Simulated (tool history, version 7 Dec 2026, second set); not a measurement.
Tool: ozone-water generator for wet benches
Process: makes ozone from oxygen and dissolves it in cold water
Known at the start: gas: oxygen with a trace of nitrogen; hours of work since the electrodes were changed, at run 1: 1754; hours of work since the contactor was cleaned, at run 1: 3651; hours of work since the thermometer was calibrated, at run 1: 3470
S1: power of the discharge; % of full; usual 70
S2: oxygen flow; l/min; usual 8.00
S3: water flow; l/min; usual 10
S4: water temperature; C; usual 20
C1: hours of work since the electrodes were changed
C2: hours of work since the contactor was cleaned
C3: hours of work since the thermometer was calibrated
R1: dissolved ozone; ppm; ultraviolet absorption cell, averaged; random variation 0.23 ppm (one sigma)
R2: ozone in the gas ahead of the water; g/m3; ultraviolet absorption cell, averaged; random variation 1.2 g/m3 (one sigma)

run 1 hour=0.0 | S1=70 S2=8.00 S3=10 S4=20 | C1=1754 C2=3651 C3=3470 | R1=34.1 R2=206.0
run 2 hour=66.2 | S1=70 S2=6.97 S3=10 S4=20 | C1=1816 C2=3713 C3=3532 | R1=34.9 R2=226.6
run 3 hour=99.5 | S1=70 S2=6.97 S3=10 S4=20 | C1=1847 C2=3744 C3=3563 | R1=35.2 R2=225.8
run 4 hour=154.5 | S1=70 S2=8.00 S3=10 S4=20 | C1=1899 C2=3796 C3=3615 | R1=33.6 R2=208.5
run 5 hour=187.3 | S1=70 S2=8.00 S3=10 S4=20 | C1=1929 C2=3826 C3=3646 | R1=33.8 R2=207.1
run 6 hour=217.5 | S1=70 S2=8.00 S3=10 S4=20 | C1=1958 C2=3855 C3=3674 | R1=34.1 R2=207.3
run 7 hour=273.6 | S1=61 S2=8.00 S3=10 S4=20 | C1=2010 C2=3907 C3=3726 | R1=31.0 R2=192.1
run 8 hour=316.3 | S1=61 S2=8.00 S3=10 S4=20 | C1=2050 C2=3947 C3=3766 | R1=30.8 R2=193.5
run 9 hour=383.7 | S1=70 S2=8.00 S3=10 S4=20 | C1=2113 C2=4010 C3=3830 | R1=33.4 R2=207.8
run 10 hour=430.9 | S1=70 S2=8.00 S3=8 S4=20 | C1=2157 C2=4054 C3=3874 | R1=38.2 R2=210.5
run 11 hour=485.8 | S1=70 S2=8.00 S3=8 S4=20 | C1=2209 C2=4106 C3=3925 | R1=38.5 R2=209.0
run 12 hour=530.4 | S1=70 S2=8.00 S3=8 S4=20 | C1=2251 C2=4148 C3=3967 | R1=38.2 R2=210.2
run 13 hour=590.2 | S1=97 S2=8.00 S3=10 S4=20 | C1=2307 C2=4204 C3=4023 | R1=41.5 R2=258.8
run 14 hour=635.3 | S1=97 S2=8.00 S3=10 S4=18 | C1=2349 C2=4246 C3=4065 | R1=43.7 R2=259.5
run 15 hour=675.8 | S1=70 S2=8.00 S3=10 S4=20 | C1=2387 C2=4284 C3=4103 | R1=33.8 R2=210.4
run 16 hour=731.4 | S1=70 S2=8.00 S3=10 S4=20 | C1=2439 C2=4336 C3=4155 | R1=33.8 R2=210.5
run 17 hour=795.6 | S1=70 S2=8.00 S3=15 S4=20 | C1=2499 C2=4396 C3=4215 | R1=25.8 R2=210.0
run 18 hour=830.5 | S1=70 S2=8.00 S3=15 S4=20 | C1=2532 C2=4429 C3=4248 | R1=25.9 R2=211.1
run 19 hour=877.9 | S1=70 S2=8.00 S3=15 S4=20 | C1=2576 C2=4473 C3=4292 | R1=25.4 R2=211.4
run 20 hour=929.7 | S1=70 S2=7.14 S3=12 S4=21 | C1=2625 C2=4522 C3=4341 | R1=30.4 R2=227.0
run 21 hour=968.0 | S1=67 S2=13.86 S3=10 S4=20 | C1=2661 C2=4557 C3=4377 | R1=26.2 R2=147.5
run 22 hour=1039.2 | S1=82 S2=7.08 S3=13 S4=22 | C1=2727 C2=4624 C3=4443 | R1=31.1 R2=251.7
run 23 hour=1068.5 | S1=82 S2=7.08 S3=13 S4=22 | C1=2755 C2=4652 C3=4471 | R1=32.0 R2=251.1
run 24 hour=1133.2 | S1=82 S2=7.08 S3=13 S4=22 | C1=2815 C2=4712 C3=4532 | R1=30.9 R2=257.4
run 25 hour=1170.0 | S1=51 S2=4.11 S3=8 S4=23 | C1=2850 C2=4747 C3=4566 | R1=35.9 R2=260.9
run 26 hour=1230.4 | S1=51 S2=4.11 S3=8 S4=23 | C1=2906 C2=4803 C3=4623 | R1=36.0 R2=259.5
run 27 hour=1294.3 | S1=51 S2=4.11 S3=8 S4=23 | C1=2966 C2=4863 C3=4682 | R1=36.0 R2=263.4
run 28 hour=1334.5 | S1=70 S2=8.00 S3=9 S4=20 | C1=3004 C2=4901 C3=4720 | R1=36.0 R2=213.0
run 29 hour=1397.5 | S1=59 S2=8.00 S3=10 S4=20 | C1=3063 C2=4960 C3=4779 | R1=30.1 R2=191.4
run 30 hour=1456.6 | S1=59 S2=8.00 S3=10 S4=20 | C1=3118 C2=5015 C3=4834 | R1=30.1 R2=188.9
run 31 hour=1511.6 | S1=70 S2=5.68 S3=10 S4=14 | C1=3170 C2=5067 C3=4886 | R1=42.2 R2=265.8
-- hour=1517.4 gauge calibrated
-- hour=1521.4 contactor cleaned
run 32 hour=1564.5 | S1=99 S2=8.00 S3=13 S4=16 | C1=3215 C2=40 C3=4932 | R1=38.5 R2=262.1

Forecast each of these 4 alternatives for the next run:
run A hour=1636.7 | S1=40 S2=8.00 S3=13 S4=15 | C1=3283 C2=108 C3=4999 | R1=? R2=?
run B hour=1636.7 | S1=99 S2=8.00 S3=13 S4=19 | C1=3283 C2=108 C3=4999 | R1=? R2=?
run C hour=1636.7 | S1=99 S2=11.87 S3=7 S4=26 | C1=3283 C2=108 C3=4999 | R1=? R2=?
run D hour=1636.7 | S1=76 S2=8.00 S3=10 S4=20 | C1=3283 C2=108 C3=4999 | R1=? R2=?

run=A R1=22.1 R2=143.8
run=B R1=36.6 R2=260.3
run=C R1=36.4 R2=205.1
run=D R1=35.7 R2=219.8
Without the tool's hidden state the same runs would have given:
run=A R1=22.1 R2=143.6
run=B R1=36.6 R2=259.9
run=C R1=36.5 R2=204.8
run=D R1=35.7 R2=219.5
